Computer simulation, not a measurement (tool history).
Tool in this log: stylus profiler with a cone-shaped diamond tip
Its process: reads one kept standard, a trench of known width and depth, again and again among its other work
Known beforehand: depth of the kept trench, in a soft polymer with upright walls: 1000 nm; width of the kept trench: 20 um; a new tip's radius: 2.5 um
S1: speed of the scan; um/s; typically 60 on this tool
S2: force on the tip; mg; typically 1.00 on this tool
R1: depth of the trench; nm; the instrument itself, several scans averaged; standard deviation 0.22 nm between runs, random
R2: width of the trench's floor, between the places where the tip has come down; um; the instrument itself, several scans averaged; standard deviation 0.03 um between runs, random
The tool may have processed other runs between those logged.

run 1 day=0.000 | S1=60 S2=1.00 | R1=1005.41 R2=15.30
run 2 day=3.558 | S1=60 S2=1.00 | R1=1005.72 R2=15.15
run 3 day=8.450 | S1=60 S2=1.00 | R1=1005.56 R2=15.02
run 4 day=12.746 | S1=60 S2=1.00 | R1=1006.46 R2=14.87
run 5 day=16.792 | S1=60 S2=1.00 | R1=1006.83 R2=14.76
run 6 day=22.338 | S1=60 S2=1.00 | R1=1006.51 R2=14.59
run 7 day=25.654 | S1=60 S2=1.00 | R1=1007.30 R2=14.46
run 8 day=30.258 | S1=60 S2=1.00 | R1=1007.28 R2=14.32
run 9 day=35.312 | S1=60 S2=1.51 | R1=1009.45 R2=14.27
run 10 day=38.712 | S1=60 S2=1.51 | R1=1009.75 R2=14.14
run 11 day=42.004 | S1=60 S2=1.51 | R1=1009.94 R2=13.92
run 12 day=46.862 | S1=60 S2=1.51 | R1=1010.27 R2=13.97
run 13 day=52.129 | S1=32 S2=1.00 | R1=1008.84 R2=13.88
run 14 day=56.746 | S1=32 S2=1.82 | R1=1011.53 R2=13.78
run 15 day=62.017 | S1=32 S2=1.82 | R1=1011.88 R2=13.76
run 16 day=64.729 | S1=60 S2=1.00 | R1=1009.87 R2=13.36
run 17 day=69.679 | S1=60 S2=1.00 | R1=1010.78 R2=13.26
run 18 day=73.908 | S1=126 S2=1.27 | R1=1011.79 R2=12.77
run 19 day=78.854 | S1=60 S2=2.09 | R1=1014.05 R2=13.06
run 20 day=83.700 | S1=51 S2=1.76 | R1=1014.07 R2=12.97
run 21 day=88.083 | S1=186 S2=0.34 | R1=1013.31 R2=10.97
run 22 day=91.167 | S1=42 S2=1.09 | R1=1016.56 R2=12.84
run 23 day=95.462 | S1=108 S2=2.39 | R1=1009.16 R2=12.58
run 24 day=98.492 | S1=180 S2=0.76 | R1=1004.40 R2=11.53
run 25 day=103.750 | S1=64 S2=0.34 | R1=1003.09 R2=12.10
run 26 day=107.162 | S1=64 S2=0.34 | R1=1003.81 R2=12.02
run 27 day=110.008 | S1=18 S2=1.30 | R1=1007.00 R2=12.58
run 28 day=112.496 | S1=61 S2=2.74 | R1=1011.03 R2=12.43
run 29 day=116.867 | S1=17 S2=2.96 | R1=1011.86 R2=12.50
run 30 day=121.012 | S1=63 S2=0.87 | R1=1006.53 R2=11.98
run 31 day=125.079 | S1=63 S2=0.87 | R1=1006.71 R2=11.93
run 32 day=129.412 | S1=25 S2=2.75 | R1=1012.18 R2=12.18
run 33 day=133.192 | S1=76 S2=0.42 | R1=1006.28 R2=11.41
run 34 day=136.483 | S1=76 S2=0.42 | R1=1005.87 R2=11.34

Removed from this log: 2 entries logged between the listed runs. Between which two listed runs does each belong, and how does the tool's hidden state at the listed run before it compare with that at the listed run after it?
Runs 20 to 21: height scale calibrated on a step standard (day 83.988)
  radius of the tip, um: 6.12 -> 6.29; height scale over the true one, %: 0.664 -> 1.091
  measured value less the no-hidden-state value, R1: +6.68 -> +10.94 nm; R2: -2.71 -> -2.81 um
Runs 22 to 23: height scale calibrated on a step standard, once more (day 92.833)
  radius of the tip, um: 6.4 -> 6.57; height scale over the true one, %: 1.115 -> 0.041
  measured value less the no-hidden-state value, R1: +11.21 -> +0.41 nm; R2: -2.87 -> -2.96 um
